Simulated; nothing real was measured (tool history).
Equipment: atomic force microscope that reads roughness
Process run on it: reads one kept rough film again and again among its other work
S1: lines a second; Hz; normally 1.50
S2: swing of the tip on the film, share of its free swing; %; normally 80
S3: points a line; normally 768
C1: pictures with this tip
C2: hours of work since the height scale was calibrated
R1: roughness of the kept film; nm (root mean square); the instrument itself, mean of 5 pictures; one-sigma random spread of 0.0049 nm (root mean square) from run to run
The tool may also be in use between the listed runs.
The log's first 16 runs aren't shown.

run   hour    S1  S2   S3   C1   C2     R1
 17  125.9  1.50  80  709   45   23  0.959
 18  134.6  1.50  80  709   62   30  0.964
 19  142.1  1.50  80  343   77   36  0.940
 20  148.9  0.83  63  807   90   41  1.013
 21  154.6  1.24  73  573  102   46  0.984
 22  158.9  3.26  86  344  110   49  0.813
 23  167.1  1.07  61  475  126   55  0.993
 24  172.4  0.73  73  453  137   59  0.989
 25  178.2  1.50  80  270  148   64  0.916
 26  184.1  1.50  80  270  160   68  0.920
 27  192.2  1.66  81  566  176   75  0.924
 28  199.9  0.54  80  768  191   80  0.981
 29  209.2  0.54  80  768  209   88  0.976
 30  218.6  0.54  80  768  228   95  0.977
 31  228.5  3.61  67  731  247  102  0.921
 32  233.0  3.61  67  731  256  106  0.912
 33  243.4  3.61  67  731  276  114  0.906
 34  252.9  3.61  67  731  295  121  0.910
 35  258.7  3.61  67  731  307  126  0.909
 36  269.0  1.31  60  482  327  134  0.958
 37  275.7  1.31  60  482  340  139  0.963

For run 38, what comes out?
     282.1  -- new tip fitted
 38  282.1  0.78  60  579   0  143   ?

Run 38 produced R1 1.032 nm (root mean square).
The same run, on a tool lacking any hidden state, would have yielded R1 1.035 nm (root mean square).
